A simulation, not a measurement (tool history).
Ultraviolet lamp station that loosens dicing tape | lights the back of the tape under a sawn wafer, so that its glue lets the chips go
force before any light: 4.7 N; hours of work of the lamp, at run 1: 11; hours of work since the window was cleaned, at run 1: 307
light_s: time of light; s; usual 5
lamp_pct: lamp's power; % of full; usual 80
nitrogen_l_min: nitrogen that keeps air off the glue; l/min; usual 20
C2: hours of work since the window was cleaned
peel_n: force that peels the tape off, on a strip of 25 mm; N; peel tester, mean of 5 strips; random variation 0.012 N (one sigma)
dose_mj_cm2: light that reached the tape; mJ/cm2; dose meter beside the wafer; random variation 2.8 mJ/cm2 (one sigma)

run 1 hour=0.0 | light_s=5 lamp_pct=80 nitrogen_l_min=20 | hours_of_work_of_the_lamp=11 C2=307 | peel_n=0.672 dose_mj_cm2=359
run 2 hour=8.1 | light_s=5 lamp_pct=80 nitrogen_l_min=25 | hours_of_work_of_the_lamp=15 C2=310 | peel_n=0.633 dose_mj_cm2=355
run 3 hour=15.1 | light_s=5 lamp_pct=80 nitrogen_l_min=25 | hours_of_work_of_the_lamp=18 C2=313 | peel_n=0.629 dose_mj_cm2=357
run 4 hour=24.8 | light_s=4 lamp_pct=80 nitrogen_l_min=25 | hours_of_work_of_the_lamp=22 C2=317 | peel_n=0.873 dose_mj_cm2=280
run 5 hour=30.8 | light_s=5 lamp_pct=80 nitrogen_l_min=20 | hours_of_work_of_the_lamp=25 C2=320 | peel_n=0.697 dose_mj_cm2=356
run 6 hour=40.0 | light_s=5 lamp_pct=80 nitrogen_l_min=20 | hours_of_work_of_the_lamp=29 C2=324 | peel_n=0.740 dose_mj_cm2=347
run 7 hour=45.1 | light_s=5 lamp_pct=80 nitrogen_l_min=20 | hours_of_work_of_the_lamp=31 C2=326 | peel_n=0.690 dose_mj_cm2=347
run 8 hour=53.2 | light_s=5 lamp_pct=80 nitrogen_l_min=20 | hours_of_work_of_the_lamp=34 C2=330 | peel_n=0.703 dose_mj_cm2=346
run 9 hour=61.8 | light_s=5 lamp_pct=63 nitrogen_l_min=20 | hours_of_work_of_the_lamp=38 C2=333 | peel_n=1.025 dose_mj_cm2=272
run 10 hour=67.6 | light_s=5 lamp_pct=80 nitrogen_l_min=20 | hours_of_work_of_the_lamp=40 C2=336 | peel_n=0.738 dose_mj_cm2=349
run 11 hour=73.5 | light_s=5 lamp_pct=80 nitrogen_l_min=20 | hours_of_work_of_the_lamp=43 C2=338 | peel_n=0.702 dose_mj_cm2=347
run 12 hour=80.7 | light_s=5 lamp_pct=80 nitrogen_l_min=31 | hours_of_work_of_the_lamp=46 C2=341 | peel_n=0.590 dose_mj_cm2=345
run 13 hour=87.0 | light_s=5 lamp_pct=80 nitrogen_l_min=12 | hours_of_work_of_the_lamp=49 C2=344 | peel_n=0.890 dose_mj_cm2=342
run 14 hour=95.2 | light_s=5 lamp_pct=80 nitrogen_l_min=12 | hours_of_work_of_the_lamp=52 C2=347 | peel_n=0.942 dose_mj_cm2=346
run 15 hour=100.2 | light_s=5 lamp_pct=67 nitrogen_l_min=20 | hours_of_work_of_the_lamp=54 C2=350 | peel_n=0.939 dose_mj_cm2=280
run 16 hour=104.5 | light_s=5 lamp_pct=62 nitrogen_l_min=20 | hours_of_work_of_the_lamp=56 C2=351 | peel_n=1.028 dose_mj_cm2=271
run 17 hour=113.0 | light_s=5 lamp_pct=62 nitrogen_l_min=20 | hours_of_work_of_the_lamp=60 C2=355 | peel_n=1.080 dose_mj_cm2=268
run 18 hour=121.4 | light_s=5 lamp_pct=69 nitrogen_l_min=17 | hours_of_work_of_the_lamp=63 C2=359 | peel_n=1.005 dose_mj_cm2=288
run 19 hour=128.1 | light_s=5 lamp_pct=69 nitrogen_l_min=17 | hours_of_work_of_the_lamp=66 C2=361 | peel_n=1.007 dose_mj_cm2=293
run 20 hour=132.7 | light_s=5 lamp_pct=67 nitrogen_l_min=20 | hours_of_work_of_the_lamp=68 C2=363 | peel_n=0.961 dose_mj_cm2=284
run 21 hour=140.5 | light_s=5 lamp_pct=72 nitrogen_l_min=21 | hours_of_work_of_the_lamp=71 C2=367 | peel_n=0.844 dose_mj_cm2=303
run 22 hour=147.8 | light_s=5 lamp_pct=72 nitrogen_l_min=21 | hours_of_work_of_the_lamp=75 C2=370 | peel_n=0.848 dose_mj_cm2=308
run 23 hour=155.8 | light_s=5 lamp_pct=72 nitrogen_l_min=6 | hours_of_work_of_the_lamp=78 C2=373 | peel_n=1.473 dose_mj_cm2=303
-- hour=157.0 window cleaned of glue's vapour
run 24 hour=161.5 | light_s=8 lamp_pct=99 nitrogen_l_min=7 | hours_of_work_of_the_lamp=80 C2=2 | peel_n=0.473 dose_mj_cm2=625
run 25 hour=166.4 | light_s=2 lamp_pct=60 nitrogen_l_min=24 | hours_of_work_of_the_lamp=82 C2=4 | peel_n=2.602 dose_mj_cm2=92
run 26 hour=173.6 | light_s=2 lamp_pct=63 nitrogen_l_min=27 | hours_of_work_of_the_lamp=85 C2=7 | peel_n=2.465 dose_mj_cm2=105
run 27 hour=178.4 | light_s=2 lamp_pct=71 nitrogen_l_min=20 | hours_of_work_of_the_lamp=87 C2=9 | peel_n=2.423 dose_mj_cm2=111
-- hour=181.0 window cleaned of glue's vapour, once more
run 28 hour=186.6 | light_s=2 lamp_pct=95 nitrogen_l_min=17 | hours_of_work_of_the_lamp=91 C2=2 | peel_n=1.828 dose_mj_cm2=174
run 29 hour=194.9 | light_s=2 lamp_pct=95 nitrogen_l_min=17 | hours_of_work_of_the_lamp=94 C2=6 | peel_n=1.864 dose_mj_cm2=172
run 30 hour=203.9 | light_s=2 lamp_pct=95 nitrogen_l_min=17 | hours_of_work_of_the_lamp=98 C2=10 | peel_n=1.758 dose_mj_cm2=176
run 31 hour=208.1 | light_s=2 lamp_pct=95 nitrogen_l_min=17 | hours_of_work_of_the_lamp=100 C2=12 | peel_n=1.800 dose_mj_cm2=177
run 32 hour=212.7 | light_s=3 lamp_pct=88 nitrogen_l_min=7 | hours_of_work_of_the_lamp=102 C2=14 | peel_n=1.675 dose_mj_cm2=246
run 33 hour=220.9 | light_s=3 lamp_pct=88 nitrogen_l_min=7 | hours_of_work_of_the_lamp=105 C2=17 | peel_n=1.677 dose_mj_cm2=244

Forecast each of these 5 alternatives for the next run:
run A hour=226.6 | light_s=10 lamp_pct=88 nitrogen_l_min=7 | hours_of_work_of_the_lamp=108 C2=19 | peel_n=? dose_mj_cm2=?
run B hour=226.6 | light_s=3 lamp_pct=83 nitrogen_l_min=7 | hours_of_work_of_the_lamp=108 C2=19 | peel_n=? dose_mj_cm2=?
run C hour=226.6 | light_s=10 lamp_pct=82 nitrogen_l_min=14 | hours_of_work_of_the_lamp=108 C2=19 | peel_n=? dose_mj_cm2=?
run D hour=226.6 | light_s=4 lamp_pct=73 nitrogen_l_min=33 | hours_of_work_of_the_lamp=108 C2=19 | peel_n=? dose_mj_cm2=?
run E hour=226.6 | light_s=6 lamp_pct=88 nitrogen_l_min=7 | hours_of_work_of_the_lamp=108 C2=19 | peel_n=? dose_mj_cm2=?

run=A peel_n=0.313 dose_mj_cm2=813
run=B peel_n=1.909 dose_mj_cm2=229
run=C peel_n=0.246 dose_mj_cm2=751
run=D peel_n=0.882 dose_mj_cm2=268
run=E peel_n=0.700 dose_mj_cm2=490
Without the tool's hidden state the same runs would have given:
run=A peel_n=0.276 dose_mj_cm2=893
run=B peel_n=1.748 dose_mj_cm2=252
run=C peel_n=0.223 dose_mj_cm2=825
run=D peel_n=0.765 dose_mj_cm2=294
run=E peel_n=0.602 dose_mj_cm2=538
